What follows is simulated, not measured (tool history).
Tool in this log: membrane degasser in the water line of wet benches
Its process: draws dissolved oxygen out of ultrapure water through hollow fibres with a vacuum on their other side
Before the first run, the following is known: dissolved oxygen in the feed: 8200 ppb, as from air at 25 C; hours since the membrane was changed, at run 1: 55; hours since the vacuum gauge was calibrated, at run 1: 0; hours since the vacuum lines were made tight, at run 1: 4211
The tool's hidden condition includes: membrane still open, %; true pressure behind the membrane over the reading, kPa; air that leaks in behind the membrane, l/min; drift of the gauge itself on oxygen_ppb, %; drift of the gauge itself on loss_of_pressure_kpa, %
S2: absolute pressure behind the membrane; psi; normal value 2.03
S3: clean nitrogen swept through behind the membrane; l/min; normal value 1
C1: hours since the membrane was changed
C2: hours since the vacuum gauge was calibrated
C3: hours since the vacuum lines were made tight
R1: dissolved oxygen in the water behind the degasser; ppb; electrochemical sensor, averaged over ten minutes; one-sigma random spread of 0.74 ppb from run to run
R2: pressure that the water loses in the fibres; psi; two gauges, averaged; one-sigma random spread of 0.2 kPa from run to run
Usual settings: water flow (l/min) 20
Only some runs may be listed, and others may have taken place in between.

Run 1, hour 0: usual settings; C1 55; C2 0; C3 4211. Result: R1 464.8 ppb, R2 6.618 psi.
Run 2, hour 46.4: usual settings but water flow (l/min) 12; C1 101; C2 46; C3 4257. Result: R1 300.4 ppb, R2 3.887 psi.
Run 3, hour 103.5: usual settings but S2 4.08 psi; C1 159; C2 104; C3 4314. Result: R1 1005.2 ppb, R2 6.53 psi.
Run 4, hour 147.7: usual settings; C1 203; C2 148; C3 4359. Result: R1 466.8 ppb, R2 6.554 psi.
Run 5, hour 243.1: usual settings; C1 298; C2 243; C3 4454. Result: R1 466.1 ppb, R2 6.566 psi.
At hour 249.2: vacuum gauge calibrated.
Run 6, hour 335.3: usual settings; C1 390; C2 86; C3 4546. Result: R1 464.8 ppb, R2 6.614 psi.
Run 7, hour 387.6: usual settings; C1 442; C2 138; C3 4598. Result: R1 463.1 ppb, R2 6.54 psi.
Run 8, hour 482.9: usual settings but S3 0.6 l/min; C1 538; C2 234; C3 4693. Result: R1 700.9 ppb, R2 6.608 psi.
Run 9, hour 530.7: usual settings but S3 0.6 l/min; C1 585; C2 282; C3 4741. Result: R1 698.6 ppb, R2 6.522 psi.
Run 10, hour 576.2: usual settings but water flow (l/min) 12, S3 0.87 l/min; C1 631; C2 327; C3 4786. Result: R1 341.3 ppb, R2 3.961 psi.

Forecast run 11:
Run 11, hour 658.5: usual settings but water flow (l/min) 12, S3 0.87 l/min; C1 713; C2 409; C3 4869. Result: R1 ?, R2 ?.

Logged for run 11: R1 341 ppb, R2 3.975 psi.
If the tool had no hidden condition, the same run with the same run-to-run variation would have returned R1 332.8 ppb, R2 3.955 psi.
